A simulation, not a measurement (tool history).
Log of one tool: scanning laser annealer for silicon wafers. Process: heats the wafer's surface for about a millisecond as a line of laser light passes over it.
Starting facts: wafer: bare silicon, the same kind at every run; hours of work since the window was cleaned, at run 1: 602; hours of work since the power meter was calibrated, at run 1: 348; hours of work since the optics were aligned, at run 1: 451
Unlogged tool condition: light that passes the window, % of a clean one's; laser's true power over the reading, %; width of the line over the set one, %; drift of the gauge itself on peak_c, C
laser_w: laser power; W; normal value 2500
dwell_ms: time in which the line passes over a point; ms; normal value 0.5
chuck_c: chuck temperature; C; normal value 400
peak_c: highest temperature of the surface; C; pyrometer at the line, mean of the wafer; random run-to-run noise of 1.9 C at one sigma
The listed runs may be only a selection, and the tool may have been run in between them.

run	hour	laser_w	dwell_ms	chuck_c	hours of work since the window was cleaned	hours of work since the power meter was calibrated	hours of work since the optics were aligned	peak_c
1	0	2500	0.5	400	602	348	451	1125
2	25.8	2500	0.5	400	618	364	467	1125
3	42.7	2500	0.5	400	629	375	478	1122
4	56	2500	0.5	400	637	383	486	1125
5	72.7	2500	0.5	400	648	394	497	1124
6	98.3	2500	0.5	400	664	410	513	1120
7	110.3	2500	0.5	400	671	417	520	1126
8	129.5	2500	0.5	400	683	430	532	1121
9	144.1	2500	0.456	398	693	439	542	1086
10	160.1	2500	0.358	400	703	449	552	1009
11	183.6	2535	0.388	410	717	464	566	1053
12	203.8	2199	0.388	410	730	476	579	969
13	225.3	2511	0.367	434	744	490	593	1054
14	246.7	2441	0.499	418	757	503	606	1121
15	275.4	2500	0.5	427	775	521	624	1145

Run by run, hidden condition taken away, random variation retained:
run	peak_c
1	1143
2	1143
3	1140
4	1143
5	1143
6	1139
7	1145
8	1140
9	1105
10	1026
11	1071
12	986
13	1072
14	1142
15	1168
